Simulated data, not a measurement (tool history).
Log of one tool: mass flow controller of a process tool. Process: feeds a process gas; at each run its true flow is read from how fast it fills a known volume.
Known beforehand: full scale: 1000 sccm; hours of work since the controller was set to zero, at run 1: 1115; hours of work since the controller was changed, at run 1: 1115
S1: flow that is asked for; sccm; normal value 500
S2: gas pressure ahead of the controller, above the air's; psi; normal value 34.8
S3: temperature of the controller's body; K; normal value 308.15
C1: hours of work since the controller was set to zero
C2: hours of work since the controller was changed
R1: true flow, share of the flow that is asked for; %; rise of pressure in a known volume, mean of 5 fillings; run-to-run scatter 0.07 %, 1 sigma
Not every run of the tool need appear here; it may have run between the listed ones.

{"run": 1, "hour": 0.0, "S1": 500, "S2": 34.8, "S3": 308.15, "C1": 1115, "C2": 1115, "R1": 99.06}
{"run": 2, "hour": 87.8, "S1": 500, "S2": 34.8, "S3": 308.15, "C1": 1143, "C2": 1143, "R1": 99.1}
{"run": 3, "hour": 140.4, "S1": 118, "S2": 34.8, "S3": 308.15, "C1": 1159, "C2": 1159, "R1": 97.79}
{"run": 4, "hour": 211.7, "S1": 118, "S2": 34.8, "S3": 297.15, "C1": 1182, "C2": 1182, "R1": 98.18}
{"run": 5, "hour": 275.2, "S1": 118, "S2": 34.8, "S3": 297.15, "C1": 1202, "C2": 1202, "R1": 98.11}
{"run": 6, "hour": 361.3, "S1": 118, "S2": 34.8, "S3": 297.15, "C1": 1229, "C2": 1229, "R1": 98.11}
{"run": 7, "hour": 412.9, "S1": 118, "S2": 34.8, "S3": 297.15, "C1": 1245, "C2": 1245, "R1": 98.11}
{"run": 8, "hour": 482.5, "S1": 118, "S2": 34.8, "S3": 297.15, "C1": 1267, "C2": 1267, "R1": 97.93}
{"run": 9, "hour": 550.7, "S1": 500, "S2": 34.8, "S3": 308.15, "C1": 1289, "C2": 1289, "R1": 99.3}
{"run": 10, "hour": 647.2, "S1": 500, "S2": 34.8, "S3": 308.15, "C1": 1319, "C2": 1319, "R1": 99.14}
{"run": 11, "hour": 726.0, "S1": 500, "S2": 34.8, "S3": 308.15, "C1": 1344, "C2": 1344, "R1": 99.2}
{"hour": 732.4, "done": "controller's zero set anew"}
{"run": 12, "hour": 805.4, "S1": 500, "S2": 34.8, "S3": 308.15, "C1": 23, "C2": 1369, "R1": 99.13}
{"run": 13, "hour": 884.6, "S1": 706, "S2": 34.8, "S3": 308.15, "C1": 48, "C2": 1394, "R1": 99.53}
{"run": 14, "hour": 926.4, "S1": 706, "S2": 34.8, "S3": 308.15, "C1": 61, "C2": 1407, "R1": 99.57}
{"run": 15, "hour": 965.6, "S1": 106, "S2": 34.8, "S3": 308.15, "C1": 73, "C2": 1419, "R1": 97.45}
{"run": 16, "hour": 1010.6, "S1": 500, "S2": 32.9, "S3": 295.15, "C1": 88, "C2": 1433, "R1": 99.53}
{"run": 17, "hour": 1073.7, "S1": 192, "S2": 38.4, "S3": 300.15, "C1": 107, "C2": 1453, "R1": 98.52}
{"run": 18, "hour": 1154.4, "S1": 192, "S2": 38.4, "S3": 300.15, "C1": 133, "C2": 1478, "R1": 98.48}
{"run": 19, "hour": 1248.6, "S1": 192, "S2": 38.4, "S3": 300.15, "C1": 162, "C2": 1508, "R1": 98.59}
{"hour": 1263.9, "done": "controller's zero set anew, once more"}
{"run": 20, "hour": 1325.7, "S1": 830, "S2": 35.5, "S3": 306.15, "C1": 19, "C2": 1532, "R1": 100.06}
{"run": 21, "hour": 1373.9, "S1": 830, "S2": 35.5, "S3": 306.15, "C1": 35, "C2": 1547, "R1": 100.0}
{"run": 22, "hour": 1471.4, "S1": 174, "S2": 22.2, "S3": 296.15, "C1": 65, "C2": 1578, "R1": 98.83}
{"run": 23, "hour": 1549.4, "S1": 998, "S2": 38.6, "S3": 293.15, "C1": 90, "C2": 1603, "R1": 100.95}
{"run": 24, "hour": 1615.0, "S1": 998, "S2": 38.6, "S3": 293.15, "C1": 111, "C2": 1623, "R1": 100.91}
{"run": 25, "hour": 1703.9, "S1": 510, "S2": 22.5, "S3": 298.15, "C1": 138, "C2": 1651, "R1": 99.59}
{"run": 26, "hour": 1749.2, "S1": 519, "S2": 20.5, "S3": 296.15, "C1": 153, "C2": 1665, "R1": 99.72}

5 options for the next run, each taken on its own from the tool as it stands now. Forecast them:
{"run": "A", "hour": 1836.2, "S1": 266, "S2": 24.7, "S3": 313.15, "C1": 180, "C2": 1693, "R1": "?"}
{"run": "B", "hour": 1836.2, "S1": 306, "S2": 20.5, "S3": 296.15, "C1": 180, "C2": 1693, "R1": "?"}
{"run": "C", "hour": 1836.2, "S1": 519, "S2": 20.5, "S3": 294.15, "C1": 180, "C2": 1693, "R1": "?"}
{"run": "D", "hour": 1836.2, "S1": 750, "S2": 20.3, "S3": 301.15, "C1": 180, "C2": 1693, "R1": "?"}
{"run": "E", "hour": 1836.2, "S1": 115, "S2": 40.3, "S3": 296.15, "C1": 180, "C2": 1693, "R1": "?"}

run=A R1=98.55
run=B R1=99.25
run=C R1=99.78
run=D R1=100.02
run=E R1=98.73
Take away the tool's hidden state, keep each run's random variation, and the runs would have read:
run=A R1=97.99
run=B R1=98.67
run=C R1=99.13
run=D R1=99.35
run=E R1=98.38
